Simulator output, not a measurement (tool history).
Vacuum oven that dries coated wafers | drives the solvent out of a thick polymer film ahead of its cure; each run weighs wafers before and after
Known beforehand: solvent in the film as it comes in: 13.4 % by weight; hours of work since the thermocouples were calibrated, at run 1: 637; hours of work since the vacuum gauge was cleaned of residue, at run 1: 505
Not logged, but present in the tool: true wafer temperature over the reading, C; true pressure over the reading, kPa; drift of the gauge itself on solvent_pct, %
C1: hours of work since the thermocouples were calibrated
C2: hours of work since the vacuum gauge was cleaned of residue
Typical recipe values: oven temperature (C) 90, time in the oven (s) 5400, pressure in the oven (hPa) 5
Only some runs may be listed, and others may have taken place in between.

Run 1, hour 0: usual settings; C1 637; C2 505. Result: solvent left in the film (%) 0.75.
Run 2, hour 17.8: usual settings; C1 651; C2 519. Result: solvent left in the film (%) 0.78.
Run 3, hour 42.5: usual settings; C1 671; C2 539. Result: solvent left in the film (%) 0.73.
Run 4, hour 59.7: usual settings; C1 685; C2 552. Result: solvent left in the film (%) 0.9.
Run 5, hour 70.8: usual settings; C1 693; C2 561. Result: solvent left in the film (%) 0.7.
Run 6, hour 91.8: usual settings but time in the oven (s) 3600; C1 710; C2 578. Result: solvent left in the film (%) 1.64.
Run 7, hour 107.9: usual settings but time in the oven (s) 3600; C1 723; C2 590. Result: solvent left in the film (%) 1.58.
Run 8, hour 121.7: usual settings but time in the oven (s) 3600; C1 734; C2 601. Result: solvent left in the film (%) 1.5.
Run 9, hour 146.3: usual settings but time in the oven (s) 3600; C1 753; C2 621. Result: solvent left in the film (%) 1.57.
Run 10, hour 160.5: usual settings but oven temperature (C) 102, time in the oven (s) 4800, pressure in the oven (hPa) 3.92; C1 764; C2 632. Result: solvent left in the film (%) 0.23.
Run 11, hour 173.6: usual settings but oven temperature (C) 100, pressure in the oven (hPa) 6.84; C1 775; C2 642. Result: solvent left in the film (%) 0.45.
Run 12, hour 188.2: usual settings but oven temperature (C) 101, time in the oven (s) 3780, pressure in the oven (hPa) 7.56; C1 786; C2 654. Result: solvent left in the film (%) 0.42.
Run 13, hour 213.1: usual settings but oven temperature (C) 98, time in the oven (s) 4860; C1 806; C2 674. Result: solvent left in the film (%) 0.35.
Run 14, hour 230.6: usual settings but oven temperature (C) 76, time in the oven (s) 4860, pressure in the oven (hPa) 5.65; C1 820; C2 687. Result: solvent left in the film (%) 3.8.
Run 15, hour 249.4: usual settings but oven temperature (C) 76, time in the oven (s) 4860, pressure in the oven (hPa) 5.65; C1 835; C2 702. Result: solvent left in the film (%) 3.79.
Run 16, hour 263: usual settings but oven temperature (C) 76, time in the oven (s) 4860, pressure in the oven (hPa) 5.65; C1 845; C2 713. Result: solvent left in the film (%) 3.84.

Run 17 has not been measured yet. What should we expect?
Run 17, hour 274.9: usual settings but oven temperature (C) 76, time in the oven (s) 4860, pressure in the oven (hPa) 5.65; C1 855; C2 722. Result: solvent left in the film (%) ?.

{"run 17": {"solvent left in the film (%)": 3.94}}
The same run, on a tool lacking any hidden state, would have yielded solvent left in the film (%) 3.53.
